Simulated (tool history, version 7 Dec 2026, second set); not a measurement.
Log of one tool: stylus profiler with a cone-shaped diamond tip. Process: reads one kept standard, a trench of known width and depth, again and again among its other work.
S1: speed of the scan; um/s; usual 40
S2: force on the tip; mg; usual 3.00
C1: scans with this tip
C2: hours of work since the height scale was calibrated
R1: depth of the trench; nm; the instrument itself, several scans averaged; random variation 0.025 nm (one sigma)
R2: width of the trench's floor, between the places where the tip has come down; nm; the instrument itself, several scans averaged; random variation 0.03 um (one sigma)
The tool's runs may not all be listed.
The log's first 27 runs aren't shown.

{"run": 28, "hour": 1861.7, "S1": 20, "S2": 3.0, "C1": 13655, "C2": 945, "R1": 101.35, "R2": 48290}
{"run": 29, "hour": 1935.5, "S1": 151, "S2": 1.5, "C1": 14103, "C2": 975, "R1": 100.79, "R2": 47560}
{"run": 30, "hour": 1994.1, "S1": 151, "S2": 1.5, "C1": 14458, "C2": 1000, "R1": 100.77, "R2": 47500}
{"run": 31, "hour": 2075.9, "S1": 151, "S2": 1.5, "C1": 14954, "C2": 1034, "R1": 100.77, "R2": 47520}
{"run": 32, "hour": 2125.6, "S1": 136, "S2": 6.22, "C1": 15255, "C2": 1055, "R1": 102.13, "R2": 47940}
{"run": 33, "hour": 2185.4, "S1": 13, "S2": 6.01, "C1": 15617, "C2": 1080, "R1": 102.09, "R2": 48230}
{"run": 34, "hour": 2257.1, "S1": 13, "S2": 2.55, "C1": 16052, "C2": 1110, "R1": 101.15, "R2": 48290}
{"run": 35, "hour": 2304.0, "S1": 143, "S2": 1.08, "C1": 16336, "C2": 1130, "R1": 100.58, "R2": 47350}
{"run": 36, "hour": 2376.6, "S1": 143, "S2": 5.21, "C1": 16777, "C2": 1160, "R1": 101.91, "R2": 47800}
{"run": 37, "hour": 2429.6, "S1": 143, "S2": 5.21, "C1": 17098, "C2": 1183, "R1": 101.91, "R2": 47780}
{"run": 38, "hour": 2504.7, "S1": 143, "S2": 5.21, "C1": 17553, "C2": 1214, "R1": 101.87, "R2": 47790}
{"run": 39, "hour": 2565.4, "S1": 40, "S2": 3.89, "C1": 17921, "C2": 1240, "R1": 101.52, "R2": 48090}
{"run": 40, "hour": 2633.8, "S1": 31, "S2": 1.84, "C1": 18335, "C2": 1268, "R1": 100.88, "R2": 48030}

Forecast run 41:
{"run": 41, "hour": 2685.9, "S1": 31, "S2": 1.84, "C1": 18651, "C2": 1290, "R1": "?", "R2": "?"}

{"run 41": {"R1": 100.87, "R2": 48130}}
Without the tool's hidden state the same run would have given R1 101.02 nm, R2 48670 nm.

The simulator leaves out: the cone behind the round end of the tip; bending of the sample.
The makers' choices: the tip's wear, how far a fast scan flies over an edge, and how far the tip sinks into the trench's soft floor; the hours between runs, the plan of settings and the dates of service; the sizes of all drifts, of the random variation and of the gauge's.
